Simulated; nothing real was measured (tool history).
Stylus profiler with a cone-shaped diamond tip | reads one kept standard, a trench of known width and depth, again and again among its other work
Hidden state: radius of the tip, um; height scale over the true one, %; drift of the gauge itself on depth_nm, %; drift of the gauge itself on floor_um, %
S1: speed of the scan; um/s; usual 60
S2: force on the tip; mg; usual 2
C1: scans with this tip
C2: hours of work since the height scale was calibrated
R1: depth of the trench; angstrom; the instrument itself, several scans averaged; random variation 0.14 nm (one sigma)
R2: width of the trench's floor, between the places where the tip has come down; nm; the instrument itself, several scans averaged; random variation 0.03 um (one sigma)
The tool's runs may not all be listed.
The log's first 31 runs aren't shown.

run,day,S1,S2,C1,C2,R1,R2
32,121.992,82,4.55,5588,1287,5112.8,15020
33,127.608,82,4.55,5952,1371,5116.3,14930
34,132.696,86,3.19,6282,1447,5098,14760
35,135.192,132,1.44,6444,1484,5073.9,14510
36,139.471,94,2.7,6722,1548,5096.7,14600
37,145.158,94,2.7,7090,1633,5096.1,14580
38,150.912,94,2.7,7463,1719,5101.7,14540
39,155.221,94,2.7,7743,1783,5104.2,14360
40,159.838,208,3.93,8042,1852,5122.1,14090
# day 161.733: height scale calibrated on a step standard
41,164.725,46,1.21,8358,45,5031.2,14340
# day 166.583: new tip fitted, height scale calibrated
42,169.133,54,2.07,165,38,5051.4,16750

Run 43 comes next. What will it give?
43,173.083,54,2.07,421,97,?,?

{"run 43": {"R1": 5054, "R2": 16700}}
Without the tool's hidden state the same run would have given R1 5048 angstrom, R2 16850 nm.
